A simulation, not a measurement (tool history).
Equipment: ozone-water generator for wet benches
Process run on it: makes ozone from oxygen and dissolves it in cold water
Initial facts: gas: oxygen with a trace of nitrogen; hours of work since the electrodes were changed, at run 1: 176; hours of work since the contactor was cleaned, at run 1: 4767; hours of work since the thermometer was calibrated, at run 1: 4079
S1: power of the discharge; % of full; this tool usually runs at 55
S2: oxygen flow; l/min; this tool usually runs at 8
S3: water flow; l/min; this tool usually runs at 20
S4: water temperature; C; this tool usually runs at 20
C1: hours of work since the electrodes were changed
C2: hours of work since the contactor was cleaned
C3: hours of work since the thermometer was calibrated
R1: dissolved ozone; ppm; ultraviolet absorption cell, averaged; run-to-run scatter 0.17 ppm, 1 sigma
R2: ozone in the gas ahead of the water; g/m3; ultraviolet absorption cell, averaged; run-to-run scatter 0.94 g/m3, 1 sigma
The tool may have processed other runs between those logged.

{"run": 1, "hour": 0.0, "S1": 55, "S2": 8, "S3": 20, "S4": 20, "C1": 176, "C2": 4767, "C3": 4079, "R1": 21.4, "R2": 158.7}
{"run": 2, "hour": 51.6, "S1": 40, "S2": 8, "S3": 20, "S4": 20, "C1": 225, "C2": 4816, "C3": 4128, "R1": 17.2, "R2": 128.9}
{"run": 3, "hour": 125.5, "S1": 40, "S2": 8, "S3": 20, "S4": 20, "C1": 295, "C2": 4886, "C3": 4199, "R1": 17.3, "R2": 130.1}
{"run": 4, "hour": 158.3, "S1": 55, "S2": 8, "S3": 20, "S4": 20, "C1": 326, "C2": 4917, "C3": 4230, "R1": 21.2, "R2": 158.8}
{"run": 5, "hour": 210.1, "S1": 55, "S2": 8, "S3": 20, "S4": 20, "C1": 376, "C2": 4967, "C3": 4279, "R1": 21.2, "R2": 160.4}
{"run": 6, "hour": 277.4, "S1": 55, "S2": 8, "S3": 20, "S4": 20, "C1": 440, "C2": 5031, "C3": 4344, "R1": 21.3, "R2": 159.1}
{"hour": 322.2, "done": "contactor cleaned"}
{"run": 7, "hour": 342.2, "S1": 55, "S2": 8, "S3": 20, "S4": 20, "C1": 498, "C2": 19, "C3": 4401, "R1": 21.6, "R2": 157.1}
{"run": 8, "hour": 381.7, "S1": 91, "S2": 8, "S3": 20, "S4": 20, "C1": 536, "C2": 57, "C3": 4439, "R1": 30.7, "R2": 216.5}
{"run": 9, "hour": 431.3, "S1": 47, "S2": 4.71, "S3": 31, "S4": 24, "C1": 583, "C2": 104, "C3": 4486, "R1": 12.3, "R2": 174.7}
{"run": 10, "hour": 479.7, "S1": 55, "S2": 10.3, "S3": 20, "S4": 25, "C1": 629, "C2": 150, "C3": 4533, "R1": 19.8, "R2": 143.8}
{"run": 11, "hour": 519.5, "S1": 55, "S2": 10.3, "S3": 20, "S4": 25, "C1": 667, "C2": 188, "C3": 4570, "R1": 19.7, "R2": 144.3}
{"run": 12, "hour": 555.4, "S1": 55, "S2": 10.3, "S3": 20, "S4": 25, "C1": 701, "C2": 222, "C3": 4605, "R1": 19.7, "R2": 144.4}
{"run": 13, "hour": 592.7, "S1": 55, "S2": 10.3, "S3": 20, "S4": 25, "C1": 737, "C2": 258, "C3": 4640, "R1": 19.9, "R2": 142.8}
{"run": 14, "hour": 654.8, "S1": 54, "S2": 9.33, "S3": 17, "S4": 18, "C1": 796, "C2": 317, "C3": 4699, "R1": 24.7, "R2": 147.5}
{"run": 15, "hour": 716.6, "S1": 55, "S2": 7.44, "S3": 12, "S4": 14, "C1": 855, "C2": 376, "C3": 4758, "R1": 32.5, "R2": 162.3}

Difference, measured minus no-hidden-state, one row per run. Run-to-run variation is common to both terms; the gauge's own scatter need not be:
Hidden state present: yield of the discharge, % of new electrodes'; contactor's efficiency, % of a clean one's; true water temperature over the reading, C; drift of the gauge itself on ozone_ppm, %; drift of the gauge itself on gas_g_m3, %.
run=1 R1=-0.8 R2=+0
run=2 R1=-0.7 R2=-0.1
run=3 R1=-0.7 R2=-0.2
run=4 R1=-0.8 R2=-0.2
run=5 R1=-0.9 R2=-0.3
run=6 R1=-0.9 R2=-0.4
run=7 R1=-0.2 R2=-0.6
run=8 R1=-0.3 R2=-1.2
run=9 R1=-0.2 R2=-0.7
run=10 R1=-0.2 R2=-0.7
run=11 R1=-0.2 R2=-0.7
run=12 R1=-0.2 R2=-0.8
run=13 R1=-0.3 R2=-0.8
run=14 R1=-0.4 R2=-1
run=15 R1=-0.4 R2=-1.2

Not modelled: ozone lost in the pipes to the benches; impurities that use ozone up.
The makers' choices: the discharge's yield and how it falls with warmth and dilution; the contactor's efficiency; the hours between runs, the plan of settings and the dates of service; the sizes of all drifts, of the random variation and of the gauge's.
